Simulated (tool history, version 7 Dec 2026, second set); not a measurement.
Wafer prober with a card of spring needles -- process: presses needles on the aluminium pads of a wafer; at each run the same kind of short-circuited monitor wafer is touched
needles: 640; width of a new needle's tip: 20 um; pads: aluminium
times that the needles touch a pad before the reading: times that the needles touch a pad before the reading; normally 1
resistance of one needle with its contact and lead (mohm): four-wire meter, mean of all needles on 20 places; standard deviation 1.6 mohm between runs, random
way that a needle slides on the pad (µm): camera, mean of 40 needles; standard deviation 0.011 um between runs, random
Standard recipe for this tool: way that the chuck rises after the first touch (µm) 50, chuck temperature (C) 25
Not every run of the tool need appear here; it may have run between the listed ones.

run	day	way that the chuck rises after the first touch (µm)	chuck temperature (C)	times that the needles touch a pad before the reading	resistance of one needle with its contact and lead (mohm)	way that a needle slides on the pad (µm)
1	0	50	25	1	229	11.02
# day 0.742: tips cleaned on abrasive film
2	1.183	50	25	1	208	11.01
# day 2.338: tips cleaned on abrasive film
3	2.421	31	25	1	217	6.78
# day 3.958: tips cleaned on abrasive film
4	3.958	31	25	1	179	6.77
# day 5.567: tips cleaned on abrasive film
# day 5.771: height of the first contact set anew
5	5.833	31	95	1	274	6.72
6	6.679	50	64	1	237	10.92
# day 7.283: tips cleaned on abrasive film
7	8.575	50	64	1	235	10.9
# day 8.879: tips cleaned on abrasive film
8	9.742	50	25	1	228	10.87
# day 10.542: tips cleaned on abrasive film
9	10.617	50	25	1	179	10.87
10	11.967	50	25	1	232	10.88
# day 12.279: tips cleaned on abrasive film
11	13.6	50	25	1	236	10.84
# day 13.958: tips cleaned on abrasive film
12	14.446	50	25	1	222	10.83
# day 15.575: tips cleaned on abrasive film
13	15.575	50	25	1	166	10.82
14	16.65	50	25	1	233	10.83
# day 17.133: height of the first contact set anew, once more
# day 17.292: tips cleaned on abrasive film
15	18.042	50	25	1	226	11.06
# day 18.908: tips cleaned on abrasive film
16	19.058	50	25	2	178	11.05
# day 20.542: tips cleaned on abrasive film
17	20.662	50	25	2	173	11.03
# day 22.192: tips cleaned on abrasive film
18	22.371	45	41	2	185	9.9
# day 23.796: tips cleaned on abrasive film
19	24.254	33	50	3	215	7.23
# day 25.408: tips cleaned on abrasive film
20	25.517	33	50	3	195	7.21
# day 27.071: tips cleaned on abrasive film
21	27.2	32	86	1	238	6.96
# day 28.733: tips cleaned on abrasive film
# day 28.746: height of the first contact set anew
22	28.962	32	86	1	261	7.08
# day 30.392: tips cleaned on abrasive film
23	30.771	68	25	3	164	15.03
24	31.617	35	25	3	217	7.71
# day 32.008: tips cleaned on abrasive film
25	32.646	39	27	1	264	8.6
# day 33.654: tips cleaned on abrasive film
26	33.95	39	27	1	238	8.59
27	34.917	36	98	1	303	7.91
# day 35.283: tips cleaned on abrasive film
28	36.225	43	71	1	258	9.43
# day 36.933: tips cleaned on abrasive film
29	37.388	43	71	2	216	9.45
30	38.496	40	29	1	279	8.77
# day 38.662: tips cleaned on abrasive film
31	39.825	40	29	1	280	8.76
# day 40.283: tips cleaned on abrasive film
# day 40.296: height of the first contact set anew
32	40.804	40	29	1	259	8.85
# day 41.958: tips cleaned on abrasive film
33	42.075	54	34	1	178	11.93
34	43.308	50	96	1	240	11.05

Results per run with the tool's hidden condition removed, run-to-run variation unchanged:
The tool's hidden condition here consists of: debris on the tips, nm; way that the needles fall short of the set height, um; tips' diameter, um; drift of the gauge itself on contact_mohm, %; drift of the gauge itself on scrub_um, %.
run	resistance of one needle with its contact and lead (mohm)	way that a needle slides on the pad (µm)
1	156	11.08
2	155	11.07
3	166	6.86
4	164	6.87
5	181	6.87
6	166	11.06
7	163	11.06
8	155	11.05
9	159	11.06
10	155	11.07
11	158	11.05
12	158	11.06
13	158	11.06
14	157	11.08
15	158	11.08
16	157	11.08
17	157	11.07
18	162	9.96
19	171	7.31
20	172	7.31
21	180	7.07
22	177	7.08
23	152	15.05
24	163	7.73
25	161	8.63
26	162	8.65
27	177	7.96
28	167	9.5
29	172	9.53
30	161	8.85
31	163	8.86
32	162	8.85
33	156	11.95
34	170	11.07

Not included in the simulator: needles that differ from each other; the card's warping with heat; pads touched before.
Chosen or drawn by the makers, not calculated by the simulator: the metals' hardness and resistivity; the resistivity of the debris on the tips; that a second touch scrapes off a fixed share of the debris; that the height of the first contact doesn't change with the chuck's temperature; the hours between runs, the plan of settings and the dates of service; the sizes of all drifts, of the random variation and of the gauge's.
